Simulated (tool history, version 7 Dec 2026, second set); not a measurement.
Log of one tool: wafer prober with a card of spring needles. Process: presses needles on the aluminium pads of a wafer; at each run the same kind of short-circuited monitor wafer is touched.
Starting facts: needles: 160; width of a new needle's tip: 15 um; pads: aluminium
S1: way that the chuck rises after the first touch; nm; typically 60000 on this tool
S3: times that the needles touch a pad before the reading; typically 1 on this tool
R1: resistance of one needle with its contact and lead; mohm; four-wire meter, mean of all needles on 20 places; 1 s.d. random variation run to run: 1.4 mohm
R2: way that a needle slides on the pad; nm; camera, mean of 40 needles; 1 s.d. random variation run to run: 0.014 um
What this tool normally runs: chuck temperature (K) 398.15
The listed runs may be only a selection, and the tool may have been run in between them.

{"run": 1, "hour": 0.0, "S1": 60000, "chuck temperature (K)": 398.15, "S3": 1, "R1": 222, "R2": 11630}
{"hour": 7.2, "done": "tips cleaned on abrasive film"}
{"hour": 16.7, "done": "tips cleaned on abrasive film"}
{"hour": 28.6, "done": "tips cleaned on abrasive film"}
{"run": 2, "hour": 36.0, "S1": 60000, "chuck temperature (K)": 352.15, "S3": 1, "R1": 269, "R2": 11570}
{"hour": 38.5, "done": "tips cleaned on abrasive film"}
{"hour": 50.4, "done": "tips cleaned on abrasive film"}
{"hour": 59.9, "done": "tips cleaned on abrasive film"}
{"hour": 71.8, "done": "tips cleaned on abrasive film"}
{"hour": 76.9, "done": "height of the first contact set anew"}
{"hour": 81.7, "done": "tips cleaned on abrasive film"}
{"hour": 93.6, "done": "tips cleaned on abrasive film"}
{"hour": 104.9, "done": "tips cleaned on abrasive film"}
{"run": 3, "hour": 104.9, "S1": 60000, "chuck temperature (K)": 303.15, "S3": 1, "R1": 145, "R2": 11430}
{"hour": 116.8, "done": "tips cleaned on abrasive film"}
{"hour": 126.3, "done": "tips cleaned on abrasive film"}
{"hour": 138.2, "done": "tips cleaned on abrasive film"}
{"hour": 150.1, "done": "tips cleaned on abrasive film"}
{"hour": 162.0, "done": "tips cleaned on abrasive film"}
{"run": 4, "hour": 164.7, "S1": 60000, "chuck temperature (K)": 303.15, "S3": 1, "R1": 227, "R2": 11340}
{"hour": 171.9, "done": "tips cleaned on abrasive film"}
{"hour": 176.9, "done": "height of the first contact set anew"}
{"hour": 184.1, "done": "tips cleaned on abrasive film"}
{"hour": 196.0, "done": "tips cleaned on abrasive film"}
{"hour": 205.6, "done": "tips cleaned on abrasive film"}
{"hour": 217.5, "done": "tips cleaned on abrasive film"}
{"hour": 229.4, "done": "tips cleaned on abrasive film"}
{"run": 5, "hour": 233.4, "S1": 49000, "chuck temperature (K)": 398.15, "S3": 1, "R1": 294, "R2": 9440}
{"hour": 240.6, "done": "tips cleaned on abrasive film"}
{"hour": 252.5, "done": "tips cleaned on abrasive film"}
{"hour": 262.1, "done": "tips cleaned on abrasive film"}
{"hour": 274.0, "done": "tips cleaned on abrasive film"}
{"run": 6, "hour": 275.3, "S1": 49000, "chuck temperature (K)": 398.15, "S3": 1, "R1": 228, "R2": 9410}
{"hour": 277.9, "done": "height of the first contact set anew"}
{"hour": 285.1, "done": "tips cleaned on abrasive film"}
{"hour": 294.7, "done": "tips cleaned on abrasive film"}
{"hour": 306.6, "done": "tips cleaned on abrasive film"}
{"hour": 318.5, "done": "tips cleaned on abrasive film"}
{"hour": 330.4, "done": "tips cleaned on abrasive film"}
{"hour": 342.3, "done": "tips cleaned on abrasive film"}
{"hour": 352.5, "done": "tips cleaned on abrasive film"}
{"run": 7, "hour": 352.5, "S1": 49000, "chuck temperature (K)": 398.15, "S3": 1, "R1": 173, "R2": 9430}
{"hour": 364.4, "done": "tips cleaned on abrasive film"}
{"hour": 374.0, "done": "tips cleaned on abrasive film"}
{"hour": 379.0, "done": "height of the first contact set anew"}
{"hour": 386.2, "done": "tips cleaned on abrasive film"}
{"hour": 398.1, "done": "tips cleaned on abrasive film"}
{"hour": 410.0, "done": "tips cleaned on abrasive film"}
{"run": 8, "hour": 416.7, "S1": 60000, "chuck temperature (K)": 398.15, "S3": 1, "R1": 296, "R2": 11610}
{"hour": 419.4, "done": "height of the first contact set anew, once more"}
{"hour": 421.8, "done": "tips cleaned on abrasive film"}
{"hour": 431.4, "done": "tips cleaned on abrasive film"}
{"hour": 443.3, "done": "tips cleaned on abrasive film"}
{"hour": 452.8, "done": "tips cleaned on abrasive film"}
{"hour": 464.7, "done": "tips cleaned on abrasive film"}
{"hour": 476.7, "done": "tips cleaned on abrasive film"}
{"run": 9, "hour": 481.4, "S1": 64000, "chuck temperature (K)": 398.15, "S3": 1, "R1": 250, "R2": 12360}
{"hour": 488.5, "done": "tips cleaned on abrasive film"}
{"hour": 500.5, "done": "tips cleaned on abrasive film"}
{"hour": 512.4, "done": "tips cleaned on abrasive film"}
{"run": 10, "hour": 514.9, "S1": 60000, "chuck temperature (K)": 398.15, "S3": 1, "R1": 209, "R2": 11550}
{"hour": 520.0, "done": "height of the first contact set anew"}
{"hour": 522.4, "done": "tips cleaned on abrasive film"}
{"hour": 532.0, "done": "tips cleaned on abrasive film"}
{"hour": 541.5, "done": "tips cleaned on abrasive film"}
{"hour": 553.4, "done": "tips cleaned on abrasive film"}
{"hour": 563.0, "done": "tips cleaned on abrasive film"}
{"hour": 574.9, "done": "tips cleaned on abrasive film"}
{"hour": 584.4, "done": "tips cleaned on abrasive film"}
{"run": 11, "hour": 590.8, "S1": 60000, "chuck temperature (K)": 398.15, "S3": 1, "R1": 292, "R2": 11550}
{"hour": 595.6, "done": "tips cleaned on abrasive film"}
{"hour": 605.2, "done": "tips cleaned on abrasive film"}
{"hour": 617.1, "done": "tips cleaned on abrasive film"}
{"hour": 619.8, "done": "height of the first contact set anew"}
{"hour": 629.3, "done": "tips cleaned on abrasive film"}
{"hour": 638.9, "done": "tips cleaned on abrasive film"}
{"hour": 650.8, "done": "tips cleaned on abrasive film"}
{"run": 12, "hour": 651.0, "S1": 60000, "chuck temperature (K)": 398.15, "S3": 1, "R1": 165, "R2": 11620}
{"hour": 660.5, "done": "tips cleaned on abrasive film"}
{"hour": 672.4, "done": "tips cleaned on abrasive film"}
{"hour": 684.3, "done": "tips cleaned on abrasive film"}
{"hour": 693.9, "done": "tips cleaned on abrasive film"}
{"hour": 705.8, "done": "tips cleaned on abrasive film"}
{"hour": 717.7, "done": "tips cleaned on abrasive film"}
{"hour": 720.4, "done": "height of the first contact set anew"}
{"run": 13, "hour": 720.5, "S1": 79000, "chuck temperature (K)": 398.15, "S3": 1, "R1": 181, "R2": 15350}
{"hour": 727.7, "done": "tips cleaned on abrasive film"}
{"hour": 739.6, "done": "tips cleaned on abrasive film"}
{"hour": 751.5, "done": "tips cleaned on abrasive film"}
{"hour": 763.4, "done": "tips cleaned on abrasive film"}
{"hour": 773.0, "done": "tips cleaned on abrasive film"}
{"run": 14, "hour": 773.1, "S1": 79000, "chuck temperature (K)": 398.15, "S3": 1, "R1": 143, "R2": 15280}
{"hour": 782.6, "done": "tips cleaned on abrasive film"}
{"hour": 794.5, "done": "tips cleaned on abrasive film"}
{"hour": 806.4, "done": "tips cleaned on abrasive film"}
{"run": 15, "hour": 808.7, "S1": 50000, "chuck temperature (K)": 398.15, "S3": 1, "R1": 261, "R2": 9590}
{"hour": 818.3, "done": "tips cleaned on abrasive film"}
{"hour": 820.9, "done": "height of the first contact set anew"}
{"hour": 830.5, "done": "tips cleaned on abrasive film"}
{"hour": 842.4, "done": "tips cleaned on abrasive film"}
{"run": 16, "hour": 846.3, "S1": 42000, "chuck temperature (K)": 346.15, "S3": 1, "R1": 367, "R2": 8120}
{"hour": 853.5, "done": "tips cleaned on abrasive film"}
{"hour": 865.4, "done": "tips cleaned on abrasive film"}
{"hour": 874.9, "done": "tips cleaned on abrasive film"}
{"hour": 886.8, "done": "tips cleaned on abrasive film"}
{"hour": 898.8, "done": "tips cleaned on abrasive film"}
{"run": 17, "hour": 902.8, "S1": 42000, "chuck temperature (K)": 346.15, "S3": 2, "R1": 291, "R2": 8080}
{"hour": 910.0, "done": "tips cleaned on abrasive film"}
{"hour": 921.9, "done": "tips cleaned on abrasive film"}
{"hour": 922.2, "done": "height of the first contact set anew"}
{"hour": 934.1, "done": "tips cleaned on abrasive film"}
{"hour": 946.0, "done": "tips cleaned on abrasive film"}
{"run": 18, "hour": 951.9, "S1": 55000, "chuck temperature (K)": 398.15, "S3": 3, "R1": 208, "R2": 10650}
{"hour": 956.7, "done": "tips cleaned on abrasive film"}
{"hour": 968.6, "done": "tips cleaned on abrasive film"}
{"hour": 980.5, "done": "tips cleaned on abrasive film"}
{"hour": 992.3, "done": "tips cleaned on abrasive film"}
{"run": 19, "hour": 992.3, "S1": 55000, "chuck temperature (K)": 398.15, "S3": 3, "R1": 148, "R2": 10600}
{"hour": 1004.2, "done": "tips cleaned on abrasive film"}
{"hour": 1016.1, "done": "tips cleaned on abrasive film"}
{"hour": 1023.5, "done": "height of the first contact set anew"}
{"hour": 1026.0, "done": "tips cleaned on abrasive film"}
{"hour": 1037.9, "done": "tips cleaned on abrasive film"}
{"hour": 1047.4, "done": "tips cleaned on abrasive film"}
{"hour": 1059.3, "done": "tips cleaned on abrasive film"}
{"hour": 1070.2, "done": "tips cleaned on abrasive film"}
{"run": 20, "hour": 1070.2, "S1": 60000, "chuck temperature (K)": 398.15, "S3": 1, "R1": 149, "R2": 11610}
{"hour": 1082.1, "done": "tips cleaned on abrasive film"}
{"hour": 1094.0, "done": "tips cleaned on abrasive film"}
{"hour": 1105.0, "done": "tips cleaned on abrasive film"}
{"run": 21, "hour": 1105.0, "S1": 46000, "chuck temperature (K)": 316.15, "S3": 3, "R1": 145, "R2": 8830}
{"hour": 1116.9, "done": "tips cleaned on abrasive film"}
{"hour": 1124.3, "done": "height of the first contact set anew"}
{"hour": 1129.1, "done": "tips cleaned on abrasive film"}
{"hour": 1141.0, "done": "tips cleaned on abrasive film"}
{"run": 22, "hour": 1147.2, "S1": 46000, "chuck temperature (K)": 316.15, "S3": 3, "R1": 241, "R2": 8920}

Alternative continuations, all from the tool just after run 22; predict every row:
{"hour": 1152.0, "done": "tips cleaned on abrasive film"}
{"hour": 1161.5, "done": "tips cleaned on abrasive film"}
{"hour": 1173.4, "done": "tips cleaned on abrasive film"}
{"hour": 1183.0, "done": "tips cleaned on abrasive film"}
{"run": "A", "hour": 1189.4, "S1": 63000, "chuck temperature (K)": 356.15, "S3": 1, "R1": "?", "R2": "?"}
{"hour": 1152.0, "done": "tips cleaned on abrasive film"}
{"hour": 1161.5, "done": "tips cleaned on abrasive film"}
{"hour": 1173.4, "done": "tips cleaned on abrasive film"}
{"hour": 1183.0, "done": "tips cleaned on abrasive film"}
{"run": "B", "hour": 1189.4, "S1": 60000, "chuck temperature (K)": 300.15, "S3": 1, "R1": "?", "R2": "?"}
{"hour": 1152.0, "done": "tips cleaned on abrasive film"}
{"hour": 1161.5, "done": "tips cleaned on abrasive film"}
{"hour": 1173.4, "done": "tips cleaned on abrasive film"}
{"hour": 1183.0, "done": "tips cleaned on abrasive film"}
{"run": "C", "hour": 1189.4, "S1": 50000, "chuck temperature (K)": 316.15, "S3": 2, "R1": "?", "R2": "?"}
{"hour": 1152.0, "done": "tips cleaned on abrasive film"}
{"hour": 1161.5, "done": "tips cleaned on abrasive film"}
{"hour": 1173.4, "done": "tips cleaned on abrasive film"}
{"hour": 1183.0, "done": "tips cleaned on abrasive film"}
{"run": "D", "hour": 1189.4, "S1": 43000, "chuck temperature (K)": 313.15, "S3": 1, "R1": "?", "R2": "?"}
{"hour": 1152.0, "done": "tips cleaned on abrasive film"}
{"hour": 1161.5, "done": "tips cleaned on abrasive film"}
{"hour": 1173.4, "done": "tips cleaned on abrasive film"}
{"hour": 1183.0, "done": "tips cleaned on abrasive film"}
{"run": "E", "hour": 1189.4, "S1": 53000, "chuck temperature (K)": 398.15, "S3": 3, "R1": "?", "R2": "?"}

run=A R1=283 R2=12130
run=B R1=306 R2=11570
run=C R1=289 R2=9610
run=D R1=489 R2=8270
run=E R1=214 R2=10190
Without the tool's unlogged condition, the same runs would have read:
run=A R1=118 R2=12220
run=B R1=111 R2=11660
run=C R1=120 R2=9700
run=D R1=125 R2=8360
run=E R1=129 R2=10280
